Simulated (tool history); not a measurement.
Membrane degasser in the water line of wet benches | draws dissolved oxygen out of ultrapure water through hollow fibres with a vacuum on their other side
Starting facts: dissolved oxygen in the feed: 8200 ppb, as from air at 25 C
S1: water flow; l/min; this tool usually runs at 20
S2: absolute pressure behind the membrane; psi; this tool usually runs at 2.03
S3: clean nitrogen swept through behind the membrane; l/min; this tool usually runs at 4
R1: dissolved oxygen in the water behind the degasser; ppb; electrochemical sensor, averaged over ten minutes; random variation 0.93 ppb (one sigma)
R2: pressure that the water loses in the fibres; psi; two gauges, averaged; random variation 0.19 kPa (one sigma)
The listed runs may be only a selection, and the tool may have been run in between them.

run 1 day=0 | S1=20 S2=2.03 S3=4 | R1=140.6 R2=6.023
run 2 day=2.796 | S1=20 S2=2.03 S3=4 | R1=143.4 R2=6.042
run 3 day=5.612 | S1=20 S2=2.03 S3=2.64 | R1=208 R2=5.977
run 4 day=8 | S1=20 S2=2.03 S3=2.64 | R1=205.4 R2=6.035
run 5 day=9.904 | S1=22 S2=2.03 S3=4 | R1=160.8 R2=6.625
run 6 day=11.354 | S1=22 S2=2.03 S3=4 | R1=155.5 R2=6.643
run 7 day=13.212 | S1=22 S2=2.03 S3=4 | R1=158.1 R2=6.649
run 8 day=15.179 | S1=22 S2=2.03 S3=4 | R1=158.4 R2=6.689
run 9 day=17.883 | S1=20 S2=2.03 S3=2.03 | R1=257.9 R2=6.073
run 10 day=19.154 | S1=20 S2=2.03 S3=2.03 | R1=259.3 R2=6.045
-- day=19.85 vacuum gauge calibrated
run 11 day=21.808 | S1=20 S2=2.03 S3=2.03 | R1=253.9 R2=6.035
run 12 day=24.404 | S1=20 S2=2.03 S3=2.03 | R1=253.8 R2=6.083
run 13 day=27.238 | S1=20 S2=2.03 S3=2.03 | R1=253.3 R2=6.041
run 14 day=28.921 | S1=20 S2=1.51 S3=11.31 | R1=39.9 R2=6.068
run 15 day=30.5 | S1=20 S2=1.52 S3=11.31 | R1=40.1 R2=6.021
run 16 day=32.792 | S1=17 S2=4.55 S3=3.44 | R1=337.9 R2=5.173
run 17 day=35.046 | S1=17 S2=4.55 S3=3.44 | R1=331.3 R2=5.15
run 18 day=37.746 | S1=17 S2=4.55 S3=3.44 | R1=335.1 R2=5.179
run 19 day=39.55 | S1=12 S2=2.03 S3=4 | R1=80.3 R2=3.638
run 20 day=41.5 | S1=12 S2=2.03 S3=4 | R1=80.8 R2=3.632
run 21 day=43.454 | S1=14 S2=1.35 S3=1.77 | R1=115 R2=4.289
run 22 day=45.95 | S1=14 S2=1.35 S3=1.77 | R1=117.6 R2=4.257
run 23 day=48.6 | S1=14 S2=1.35 S3=1.77 | R1=116.9 R2=4.258
run 24 day=51.025 | S1=14 S2=1.35 S3=1.77 | R1=117.3 R2=4.223
run 25 day=52.338 | S1=27 S2=1.64 S3=2.01 | R1=275.3 R2=8.25

Here are 4 independent what-if runs from the current tool condition. What would each one return?
run A day=54.708 | S1=18 S2=1.64 S3=2.01 | R1=? R2=?
run B day=54.708 | S1=17 S2=4.24 S3=2.31 | R1=? R2=?
run C day=54.708 | S1=20 S2=2.03 S3=1.73 | R1=? R2=?
run D day=54.708 | S1=20 S2=2.03 S3=5.46 | R1=? R2=?

run=A R1=175.8 R2=5.516
run=B R1=446.7 R2=5.175
run=C R1=293.4 R2=6.05
run=D R1=105.6 R2=6.08
With no hidden state in the tool, these same runs would have given:
run=A R1=173.5 R2=5.407
run=B R1=441.7 R2=5.072
run=C R1=290 R2=5.928
run=D R1=103.6 R2=5.958
